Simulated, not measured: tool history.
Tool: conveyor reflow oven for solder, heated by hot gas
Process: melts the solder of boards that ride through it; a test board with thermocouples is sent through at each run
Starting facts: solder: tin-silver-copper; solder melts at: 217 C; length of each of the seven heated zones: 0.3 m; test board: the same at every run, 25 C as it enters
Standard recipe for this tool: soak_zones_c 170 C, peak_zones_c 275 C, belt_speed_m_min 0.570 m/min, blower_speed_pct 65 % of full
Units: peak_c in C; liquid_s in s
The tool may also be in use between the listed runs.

{"run": 1, "day": 0.0, "soak_zones_c": 170, "peak_zones_c": 275, "belt_speed_m_min": 0.57, "blower_speed_pct": 65, "peak_c": 257.1, "liquid_s": 49.2}
{"day": 0.379, "done": "flux residue cleaned out of gas plates and filters"}
{"run": 2, "day": 0.9, "soak_zones_c": 170, "peak_zones_c": 275, "belt_speed_m_min": 0.57, "blower_speed_pct": 65, "peak_c": 259.3, "liquid_s": 50.4}
{"run": 3, "day": 1.4, "soak_zones_c": 170, "peak_zones_c": 275, "belt_speed_m_min": 0.57, "blower_speed_pct": 65, "peak_c": 260.2, "liquid_s": 50.8}
{"run": 4, "day": 2.1, "soak_zones_c": 170, "peak_zones_c": 275, "belt_speed_m_min": 0.57, "blower_speed_pct": 65, "peak_c": 259.3, "liquid_s": 50.2}
{"run": 5, "day": 3.162, "soak_zones_c": 170, "peak_zones_c": 275, "belt_speed_m_min": 0.57, "blower_speed_pct": 65, "peak_c": 260.2, "liquid_s": 50.7}
{"run": 6, "day": 4.146, "soak_zones_c": 170, "peak_zones_c": 275, "belt_speed_m_min": 0.464, "blower_speed_pct": 65, "peak_c": 265.3, "liquid_s": 65.9}
{"run": 7, "day": 4.967, "soak_zones_c": 170, "peak_zones_c": 275, "belt_speed_m_min": 0.464, "blower_speed_pct": 65, "peak_c": 265.7, "liquid_s": 66.4}
{"run": 8, "day": 5.446, "soak_zones_c": 170, "peak_zones_c": 275, "belt_speed_m_min": 0.464, "blower_speed_pct": 65, "peak_c": 265.5, "liquid_s": 66.1}
{"run": 9, "day": 6.025, "soak_zones_c": 170, "peak_zones_c": 275, "belt_speed_m_min": 0.464, "blower_speed_pct": 65, "peak_c": 265.6, "liquid_s": 65.9}
{"run": 10, "day": 6.621, "soak_zones_c": 170, "peak_zones_c": 275, "belt_speed_m_min": 0.464, "blower_speed_pct": 65, "peak_c": 265.0, "liquid_s": 66.6}
{"run": 11, "day": 7.146, "soak_zones_c": 170, "peak_zones_c": 275, "belt_speed_m_min": 0.57, "blower_speed_pct": 77, "peak_c": 261.9, "liquid_s": 51.9}
{"run": 12, "day": 8.129, "soak_zones_c": 175, "peak_zones_c": 275, "belt_speed_m_min": 0.57, "blower_speed_pct": 77, "peak_c": 262.2, "liquid_s": 53.1}
{"run": 13, "day": 9.021, "soak_zones_c": 176, "peak_zones_c": 276, "belt_speed_m_min": 0.492, "blower_speed_pct": 75, "peak_c": 266.4, "liquid_s": 65.1}
{"run": 14, "day": 9.788, "soak_zones_c": 176, "peak_zones_c": 276, "belt_speed_m_min": 0.492, "blower_speed_pct": 75, "peak_c": 266.3, "liquid_s": 65.2}
{"run": 15, "day": 10.662, "soak_zones_c": 183, "peak_zones_c": 276, "belt_speed_m_min": 0.492, "blower_speed_pct": 54, "peak_c": 263.0, "liquid_s": 65.1}
{"run": 16, "day": 11.562, "soak_zones_c": 164, "peak_zones_c": 277, "belt_speed_m_min": 0.461, "blower_speed_pct": 81, "peak_c": 268.9, "liquid_s": 67.3}
{"run": 17, "day": 12.325, "soak_zones_c": 164, "peak_zones_c": 277, "belt_speed_m_min": 0.461, "blower_speed_pct": 81, "peak_c": 268.3, "liquid_s": 67.1}
{"run": 18, "day": 13.346, "soak_zones_c": 156, "peak_zones_c": 275, "belt_speed_m_min": 0.625, "blower_speed_pct": 65, "peak_c": 252.6, "liquid_s": 39.0}
{"run": 19, "day": 14.112, "soak_zones_c": 170, "peak_zones_c": 268, "belt_speed_m_min": 0.52, "blower_speed_pct": 65, "peak_c": 254.4, "liquid_s": 53.1}
{"run": 20, "day": 15.112, "soak_zones_c": 170, "peak_zones_c": 268, "belt_speed_m_min": 0.52, "blower_speed_pct": 65, "peak_c": 254.5, "liquid_s": 52.8}
{"run": 21, "day": 16.029, "soak_zones_c": 178, "peak_zones_c": 279, "belt_speed_m_min": 0.614, "blower_speed_pct": 67, "peak_c": 261.1, "liquid_s": 49.2}
{"run": 22, "day": 16.838, "soak_zones_c": 170, "peak_zones_c": 287, "belt_speed_m_min": 0.57, "blower_speed_pct": 66, "peak_c": 269.0, "liquid_s": 54.6}
{"run": 23, "day": 17.829, "soak_zones_c": 170, "peak_zones_c": 287, "belt_speed_m_min": 0.57, "blower_speed_pct": 66, "peak_c": 269.1, "liquid_s": 54.6}

Below, some changes in peak_c between adjacent runs. For each, the amount present without the hidden state too (settings, incoming material, random variation) and the amount remaining for the hidden state with gauge scatter not shared by both compared results:
Hidden conditions of the tool in this case: heat that the gas passes to the board, % of a clean oven's; belt's true speed, % of the reading; true gas temperature in zones 6 and 7 over the reading, C; drift of the gauge itself on peak_c, C; drift of the gauge itself on liquid_s, %.
Run 1 -> 2: flux residue cleaned out of gas plates and filters. peak_c +2.2 C: hidden state +2.3, all else -0.1.
Run 17 -> 18: soak_zones_c 164 -> 156, peak_zones_c 277 -> 275, belt_speed_m_min 0.461 -> 0.625, blower_speed_pct 81 -> 65. peak_c -15.7 C: hidden state -0.7, all else -15.0.
Run 21 -> 22: soak_zones_c 178 -> 170, peak_zones_c 279 -> 287, belt_speed_m_min 0.614 -> 0.570, blower_speed_pct 67 -> 66. peak_c +7.9 C: hidden state -0.2, all else +8.1.

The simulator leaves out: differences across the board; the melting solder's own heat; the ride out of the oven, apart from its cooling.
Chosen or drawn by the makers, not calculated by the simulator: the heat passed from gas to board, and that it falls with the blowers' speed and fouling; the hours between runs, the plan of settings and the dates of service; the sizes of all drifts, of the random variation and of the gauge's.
